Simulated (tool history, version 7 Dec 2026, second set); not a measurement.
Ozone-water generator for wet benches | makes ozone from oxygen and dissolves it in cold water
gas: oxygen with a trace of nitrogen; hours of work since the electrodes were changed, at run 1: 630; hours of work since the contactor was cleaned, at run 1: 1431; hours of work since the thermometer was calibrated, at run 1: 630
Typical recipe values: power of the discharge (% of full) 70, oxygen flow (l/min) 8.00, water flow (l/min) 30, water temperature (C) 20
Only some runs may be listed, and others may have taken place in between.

| run | hour | power of the discharge (% of full) | oxygen flow (l/min) | water flow (l/min) | water temperature (C) | hours of work since the electrodes were changed | hours of work since the contactor was cleaned | hours of work since the thermometer was calibrated | dissolved ozone (ppm) | ozone in the gas ahead of the water (g/m3) |
|---|---|---|---|---|---|---|---|---|---|---|
| 1 | 0.0 | 70 | 8.00 | 30 | 20 | 630 | 1431 | 630 | 27.6 | 261.6 |
| 2 | 202.7 | 70 | 8.00 | 30 | 20 | 831 | 1632 | 831 | 27.6 | 260.2 |
| 3 | 309.3 | 70 | 8.00 | 30 | 20 | 936 | 1737 | 936 | 27.5 | 259.1 |
| 4 | 449.7 | 70 | 8.00 | 48 | 20 | 1075 | 1876 | 1075 | 18.2 | 259.8 |
| 5 | 642.8 | 70 | 8.00 | 48 | 20 | 1266 | 2067 | 1266 | 18.1 | 256.1 |
| 6 | 848.7 | 70 | 8.00 | 48 | 20 | 1469 | 2270 | 1469 | 18.0 | 255.9 |
| 7 | 998.1 | 70 | 8.00 | 48 | 20 | 1617 | 2418 | 1617 | 17.6 | 255.5 |
| 8 | 1177.8 | 70 | 8.00 | 48 | 20 | 1795 | 2595 | 1795 | 17.6 | 253.8 |
| 9 | 1357.1 | 70 | 8.00 | 48 | 20 | 1972 | 2773 | 1972 | 17.3 | 252.7 |
| 10 | 1509.4 | 70 | 8.00 | 48 | 20 | 2122 | 2923 | 2122 | 17.5 | 251.7 |
| 11 | 1623.5 | 70 | 8.00 | 48 | 20 | 2235 | 3036 | 2235 | 17.2 | 246.8 |
| 12 | 1826.2 | 70 | 8.00 | 48 | 20 | 2435 | 3236 | 2435 | 17.2 | 248.8 |
| 13 | 1925.6 | 70 | 8.00 | 48 | 20 | 2534 | 3335 | 2534 | 16.8 | 249.2 |
|  | 1938.2 | water thermometer calibrated |
| 14 | 2045.4 | 70 | 8.00 | 30 | 20 | 2652 | 3453 | 106 | 25.7 | 245.9 |
| 15 | 2190.7 | 70 | 8.00 | 30 | 20 | 2795 | 3596 | 250 | 25.8 | 247.1 |
| 16 | 2414.1 | 70 | 8.00 | 30 | 20 | 3016 | 3817 | 470 | 25.8 | 243.5 |
|  | 2502.8 | water thermometer calibrated, once more |
| 17 | 2537.4 | 70 | 8.00 | 30 | 20 | 3137 | 3938 | 34 | 25.2 | 243.9 |
| 18 | 2750.8 | 70 | 9.08 | 30 | 24 | 3348 | 4149 | 245 | 23.5 | 229.5 |
|  | 2840.4 | contactor cleaned |
| 19 | 2925.1 | 60 | 12.23 | 24 | 20 | 3517 | 84 | 414 | 28.0 | 182.1 |
| 20 | 3077.2 | 60 | 12.23 | 24 | 20 | 3667 | 234 | 564 | 27.7 | 180.6 |
| 21 | 3250.0 | 60 | 12.23 | 41 | 20 | 3838 | 405 | 735 | 18.8 | 178.5 |
| 22 | 3476.0 | 60 | 8.83 | 41 | 14 | 4061 | 628 | 958 | 19.5 | 210.3 |
| 23 | 3639.5 | 60 | 8.83 | 41 | 14 | 4223 | 790 | 1120 | 19.7 | 210.0 |
| 24 | 3760.5 | 66 | 12.07 | 23 | 12 | 4343 | 910 | 1239 | 33.7 | 187.3 |
| 25 | 3953.9 | 66 | 12.07 | 23 | 12 | 4534 | 1101 | 1430 | 33.4 | 186.4 |
| 26 | 4097.0 | 82 | 9.91 | 20 | 13 | 4675 | 1242 | 1572 | 40.7 | 229.2 |
| 27 | 4304.7 | 70 | 13.38 | 30 | 22 | 4880 | 1447 | 1777 | 23.7 | 179.6 |
| 28 | 4519.5 | 42 | 8.00 | 30 | 27 | 5093 | 1660 | 1989 | 17.1 | 178.7 |
| 29 | 4716.1 | 68 | 5.85 | 23 | 19 | 5287 | 1854 | 2184 | 29.8 | 260.6 |
| 30 | 4833.9 | 68 | 5.85 | 23 | 19 | 5404 | 1971 | 2300 | 29.4 | 261.6 |
| 31 | 5004.1 | 52 | 14.08 | 23 | 19 | 5572 | 2139 | 2469 | 24.5 | 148.8 |
|  | 5194.8 | water thermometer calibrated |
| 32 | 5194.8 | 41 | 6.32 | 28 | 16 | 5760 | 2327 | 0 | 20.4 | 195.6 |

Here are 3 independent what-if runs from the current tool condition. What would each one return?
| A | 5397.4 | 59 | 6.32 | 47 | 16 | 5960 | 2527 | 200 | ? | ? |
| B | 5397.4 | 70 | 8.00 | 30 | 19 | 5960 | 2527 | 200 | ? | ? |
| C | 5397.4 | 70 | 4.35 | 30 | 20 | 5960 | 2527 | 200 | ? | ? |

| run | dissolved ozone (ppm) | ozone in the gas ahead of the water (g/m3) |
|---|---|---|
| A | 14.5 | 230.8 |
| B | 24.1 | 223.1 |
| C | 21.8 | 299.6 |
Take away the tool's hidden state, keep each run's random variation, and the runs would have read:
| run | dissolved ozone (ppm) | ozone in the gas ahead of the water (g/m3) |
|---|---|---|
| A | 17.3 | 267.9 |
| B | 29.0 | 262.9 |
| C | 26.3 | 353.0 |
